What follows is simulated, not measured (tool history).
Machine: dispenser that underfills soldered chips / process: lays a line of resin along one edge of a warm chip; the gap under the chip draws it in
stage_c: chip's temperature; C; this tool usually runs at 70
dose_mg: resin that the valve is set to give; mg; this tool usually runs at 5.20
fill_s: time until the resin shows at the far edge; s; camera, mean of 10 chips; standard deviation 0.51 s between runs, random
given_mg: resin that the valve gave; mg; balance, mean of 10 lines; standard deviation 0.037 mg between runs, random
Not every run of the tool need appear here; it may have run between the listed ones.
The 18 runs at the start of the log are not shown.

{"run": 19, "hour": 77.4, "stage_c": 70, "dose_mg": 6.24, "fill_s": 58.9, "given_mg": 6.09}
{"hour": 77.9, "done": "new syringe of resin"}
{"run": 20, "hour": 80.6, "stage_c": 80, "dose_mg": 6.06, "fill_s": 28.9, "given_mg": 5.95}
{"run": 21, "hour": 84.7, "stage_c": 80, "dose_mg": 6.06, "fill_s": 32.9, "given_mg": 5.91}
{"run": 22, "hour": 87.7, "stage_c": 61, "dose_mg": 5.87, "fill_s": 76.9, "given_mg": 5.63}
{"run": 23, "hour": 90.9, "stage_c": 77, "dose_mg": 5.12, "fill_s": 46.5, "given_mg": 5.03}
{"hour": 92.6, "done": "new syringe of resin"}
{"run": 24, "hour": 95.3, "stage_c": 85, "dose_mg": 4.67, "fill_s": 25.2, "given_mg": 4.53}
{"run": 25, "hour": 98.3, "stage_c": 70, "dose_mg": 5.43, "fill_s": 46.8, "given_mg": 5.2}
{"run": 26, "hour": 100.9, "stage_c": 70, "dose_mg": 5.43, "fill_s": 51.0, "given_mg": 5.22}
{"run": 27, "hour": 104.9, "stage_c": 70, "dose_mg": 5.42, "fill_s": 56.5, "given_mg": 5.23}
{"hour": 107.4, "done": "new syringe of resin"}
{"run": 28, "hour": 109.4, "stage_c": 69, "dose_mg": 6.18, "fill_s": 43.2, "given_mg": 5.97}
{"hour": 110.7, "done": "dispensing valve cleaned and set on the balance"}
{"run": 29, "hour": 113.5, "stage_c": 69, "dose_mg": 6.18, "fill_s": 46.8, "given_mg": 6.15}
{"run": 30, "hour": 115.7, "stage_c": 69, "dose_mg": 6.18, "fill_s": 49.2, "given_mg": 6.19}
{"run": 31, "hour": 120.3, "stage_c": 79, "dose_mg": 5.01, "fill_s": 39.5, "given_mg": 5.0}
{"hour": 123.3, "done": "new syringe of resin"}
{"run": 32, "hour": 125.4, "stage_c": 56, "dose_mg": 4.87, "fill_s": 78.7, "given_mg": 4.85}
{"run": 33, "hour": 128.5, "stage_c": 56, "dose_mg": 4.87, "fill_s": 85.4, "given_mg": 4.82}
{"run": 34, "hour": 133.7, "stage_c": 56, "dose_mg": 4.87, "fill_s": 99.3, "given_mg": 4.76}
{"hour": 137.9, "done": "new syringe of resin"}
{"run": 35, "hour": 137.9, "stage_c": 56, "dose_mg": 4.87, "fill_s": 72.3, "given_mg": 4.84}

Below are 3 alternative next runs, each starting from the tool's condition after run 35. Predict each:
{"run": "A", "hour": 142.2, "stage_c": 73, "dose_mg": 4.63, "fill_s": "?", "given_mg": "?"}
{"run": "B", "hour": 142.2, "stage_c": 62, "dose_mg": 6.48, "fill_s": "?", "given_mg": "?"}
{"run": "C", "hour": 142.2, "stage_c": 58, "dose_mg": 5.2, "fill_s": "?", "given_mg": "?"}

run=A fill_s=41.9 given_mg=4.54
run=B fill_s=59.2 given_mg=6.40
run=C fill_s=74.0 given_mg=5.08
The same runs, with their run-to-run variation unchanged, on a tool lacking any hidden condition would have given:
run=A fill_s=37.6 given_mg=4.62
run=B fill_s=53.4 given_mg=6.52
run=C fill_s=66.7 given_mg=5.17
